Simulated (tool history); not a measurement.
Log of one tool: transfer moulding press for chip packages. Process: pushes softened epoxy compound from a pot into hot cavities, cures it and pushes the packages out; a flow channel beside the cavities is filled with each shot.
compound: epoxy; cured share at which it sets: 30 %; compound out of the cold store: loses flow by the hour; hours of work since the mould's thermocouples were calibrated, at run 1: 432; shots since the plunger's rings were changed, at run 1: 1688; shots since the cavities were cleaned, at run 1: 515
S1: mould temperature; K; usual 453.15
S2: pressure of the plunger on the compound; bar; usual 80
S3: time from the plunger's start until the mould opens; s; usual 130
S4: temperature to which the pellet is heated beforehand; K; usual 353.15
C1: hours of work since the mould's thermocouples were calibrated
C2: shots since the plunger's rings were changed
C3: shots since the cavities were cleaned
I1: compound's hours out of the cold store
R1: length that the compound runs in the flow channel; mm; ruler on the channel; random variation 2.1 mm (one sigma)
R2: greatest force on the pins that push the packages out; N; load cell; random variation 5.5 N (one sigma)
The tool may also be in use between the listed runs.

run     day      S1  S2   S3      S4   C1    C2   C3    I1   R1   R2
  1       0  453.15  80  130  353.15  432  1688  515  32.2  588  283
      1.592  -- cavities cleaned with cleaning compound and waxed
  2   2.433  453.15  80  130  353.15  464  2134  159  40.3  567  241
  3   4.804  453.15  80  130  353.15  496  2580  605    16  609  303
          6  -- cavities cleaned with cleaning compound and waxed
  4   6.833  453.15  80  130  353.15  523  2951  157  45.2  555  230
  5   8.912  453.15  80  130  362.15  551  3342  548  13.7  605  285
     10.442  -- cavities cleaned with cleaning compound and waxed
  6  11.604  453.15  80  130  362.15  587  3837  219  12.7  603  251
     14.779  -- cavities cleaned with cleaning compound and waxed
  7  14.817  447.15  80  130  353.15  629  4430    7  30.1  584  322
     15.396  -- plunger's sealing rings changed
  8  16.358  447.15  80  130  353.15  648   181  278  37.4  611  400
     17.725  -- mould's thermocouples calibrated
  9  18.042  453.15  80  130  353.15    4   482  579  43.7  579  305
     19.262  -- cavities cleaned with cleaning compound and waxed
 10  20.667  453.15  80  130  353.15   39   964  264  13.5  628  278
     23.679  -- cavities cleaned with cleaning compound and waxed
 11  23.971  453.15  80  130  353.15   83  1575   55    29  598  228
 12  26.479  453.15  80  162  353.15  117  2047  527  30.1  590  237
     27.933  -- cavities cleaned with cleaning compound and waxed
 13  29.517  453.15  80  162  353.15  157  2607  297  29.8  590  210
 14  30.983  453.15  80  162  353.15  177  2883  573  12.1  615  248
     32.171  -- cavities cleaned with cleaning compound and waxed
 15    34.2  453.15  80  163  351.15  219  3478  382  47.3  551  221
     35.162  -- mould's thermocouples calibrated, once more
     36.483  -- cavities cleaned with cleaning compound and waxed
 16  36.483  453.15  80  163  359.15   17  3880    0  18.9  590  169
 17  38.479  453.15  80  163  359.15   44  4256  376  14.3  592  226

Run 18 comes next. What will it give?
     40.138  -- plunger's sealing rings changed
     40.946  -- cavities cleaned with cleaning compound and waxed
 18  40.946  458.15  80  145  353.15  75  141   0  44.7   ?   ?

R1: 565 mm
R2: 161 N
Without the tool's hidden state the same run would have given R1 566 mm, R2 157 N.

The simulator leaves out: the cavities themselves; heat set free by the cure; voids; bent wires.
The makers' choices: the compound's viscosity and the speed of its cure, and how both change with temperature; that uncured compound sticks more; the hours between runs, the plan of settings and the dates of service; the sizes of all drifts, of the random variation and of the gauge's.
